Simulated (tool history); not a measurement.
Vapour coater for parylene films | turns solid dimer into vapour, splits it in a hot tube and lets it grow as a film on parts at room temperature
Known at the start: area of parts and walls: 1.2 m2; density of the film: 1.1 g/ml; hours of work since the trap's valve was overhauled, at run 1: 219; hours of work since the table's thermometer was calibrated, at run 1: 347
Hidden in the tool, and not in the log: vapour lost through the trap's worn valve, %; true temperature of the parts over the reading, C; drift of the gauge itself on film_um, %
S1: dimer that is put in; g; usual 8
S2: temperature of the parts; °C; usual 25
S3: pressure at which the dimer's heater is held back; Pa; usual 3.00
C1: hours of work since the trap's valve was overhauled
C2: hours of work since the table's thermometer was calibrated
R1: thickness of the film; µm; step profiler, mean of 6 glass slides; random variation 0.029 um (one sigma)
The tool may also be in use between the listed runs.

run,day,S1,S2,S3,C1,C2,R1
1,0.000,8,25,3.00,219,347,5.17
2,0.604,8,25,10.44,228,355,4.37
3,1.238,11,25,3.00,237,364,6.96
4,1.658,11,25,3.00,243,370,6.94
5,2.046,11,27,3.00,248,376,6.61
6,2.917,11,27,3.00,260,388,6.59
7,3.692,8,22,3.00,271,399,5.39
8,4.554,8,22,3.00,283,411,5.43
9,5.025,8,22,3.00,290,418,5.36
10,5.392,8,25,3.71,295,423,4.83
11,6.012,8,25,3.00,304,432,5.09
12,6.517,8,20,3.00,311,439,5.63
13,7.304,8,20,3.00,322,450,5.60
14,7.688,8,25,3.00,328,455,5.03
15,8.196,8,25,3.91,335,462,4.85
16,8.704,8,25,3.91,342,470,4.86
17,9.554,12,18,3.37,354,482,8.68
18,10.388,3,28,4.84,366,493,1.64
19,11.179,3,28,4.84,377,505,1.64
20,11.571,11,25,2.99,382,510,6.85
21,12.142,4,26,3.74,390,518,2.37
22,12.767,8,17,9.24,399,527,5.09
23,13.238,8,17,9.24,406,534,5.13
24,14.100,8,24,3.00,418,546,5.04
25,14.767,7,19,2.71,427,555,5.01
# day 14.921: gauge calibrated
26,15.229,8,17,3.00,434,562,5.94
27,15.938,8,25,2.74,444,572,5.10
28,16.733,6,33,6.82,455,583,2.89

Measured less the same run without the tool's hidden state. The same run-to-run variation is in both; the gauge's scatter may not be:
run,R1
1,+0.00
2,-0.01
3,-0.03
4,-0.03
5,-0.04
6,-0.05
7,-0.05
8,-0.05
9,-0.06
10,-0.06
11,-0.07
12,-0.09
13,-0.09
14,-0.09
15,-0.09
16,-0.09
17,-0.19
18,-0.04
19,-0.04
20,-0.18
21,-0.06
22,-0.15
23,-0.15
24,-0.16
25,-0.17
26,-0.01
27,-0.03
28,-0.01
